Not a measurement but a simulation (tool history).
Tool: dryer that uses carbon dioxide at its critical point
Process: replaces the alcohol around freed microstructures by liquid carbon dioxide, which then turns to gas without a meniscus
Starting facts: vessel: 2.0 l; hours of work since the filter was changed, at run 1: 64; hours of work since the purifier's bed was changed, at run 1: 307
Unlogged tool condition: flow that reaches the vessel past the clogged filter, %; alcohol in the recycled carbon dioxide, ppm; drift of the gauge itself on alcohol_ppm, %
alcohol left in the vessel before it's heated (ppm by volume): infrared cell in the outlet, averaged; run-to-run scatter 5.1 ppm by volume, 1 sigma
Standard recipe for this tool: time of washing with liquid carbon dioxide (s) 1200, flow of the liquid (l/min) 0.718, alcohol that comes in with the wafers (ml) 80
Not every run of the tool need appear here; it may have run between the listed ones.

run,hour,time of washing with liquid carbon dioxide (s),flow of the liquid (l/min),alcohol that comes in with the wafers (ml),hours of work since the filter was changed,hours of work since the purifier's bed was changed,alcohol left in the vessel before it's heated (ppm by volume)
1,0.0,1200,0.718,80,64,307,105
2,7.9,1200,0.718,80,70,313,91
3,22.5,1200,0.825,80,82,325,60
4,31.0,1200,0.825,80,88,331,59
5,41.0,1200,0.825,80,96,339,74
6,50.7,1200,0.825,80,103,347,68
7,59.7,1200,0.825,80,110,353,60
8,72.7,840,0.718,80,120,364,488
9,84.6,1200,0.718,80,130,373,110
10,95.1,1200,0.718,80,138,381,106
11,103.3,1200,0.718,80,144,387,106
12,114.1,1200,0.718,80,152,396,120
13,122.2,1200,0.718,80,159,402,113
14,135.2,1200,0.718,80,169,412,117
15,143.4,1200,0.718,80,175,418,120
16,156.6,1200,0.718,80,185,428,120
17,169.6,1200,0.718,80,195,439,120
18,178.8,1200,0.718,80,202,446,122
19,186.1,1200,0.761,80,208,451,98
20,199.7,1200,0.761,80,219,462,103
21,209.1,1560,0.761,80,226,469,56
22,215.7,1560,0.761,80,231,474,64
23,229.0,780,0.741,80,241,484,633
24,243.2,1080,0.718,100,252,495,229
25,253.9,1380,0.590,100,261,504,176
26,266.7,1380,0.590,100,271,514,190
27,281.1,1200,0.996,53,282,525,67
28,292.8,960,0.713,114,291,534,465
29,304.8,720,0.438,80,300,543,3905
30,311.3,720,0.901,71,305,548,412
31,325.0,780,0.503,25,316,559,754
32,337.5,840,0.718,104,325,568,733
33,349.2,1200,0.921,80,334,577,88
34,359.2,1200,0.921,80,342,585,71
35,373.1,780,0.432,24,353,596,1086
36,381.5,1200,0.718,27,359,602,95
37,392.8,1200,0.843,27,368,611,78

Selected run-to-run steps in alcohol left in the vessel before it's heated (ppm by volume), each split into two signed amounts: the part the tool would show with no hidden state at all (from settings, incoming material and random variation), and the remainder, which goes to the hidden state together with any gauge scatter not common to the measured and the hidden-state-free results:
Run 28 -> 29: time of washing with liquid carbon dioxide (s) 960 -> 720, flow of the liquid (l/min) 0.713 -> 0.438, alcohol that comes in with the wafers (ml) 114 -> 80. alcohol left in the vessel before it's heated (ppm by volume) +3440: hidden state +340, all else +3100.
Run 29 -> 30: flow of the liquid (l/min) 0.438 -> 0.901, alcohol that comes in with the wafers (ml) 80 -> 71. alcohol left in the vessel before it's heated (ppm by volume) -3493: hidden state -352, all else -3141.
Run 34 -> 35: time of washing with liquid carbon dioxide (s) 1200 -> 780, flow of the liquid (l/min) 0.921 -> 0.432, alcohol that comes in with the wafers (ml) 80 -> 24. alcohol left in the vessel before it's heated (ppm by volume) +1015: hidden state +135, all else +880.
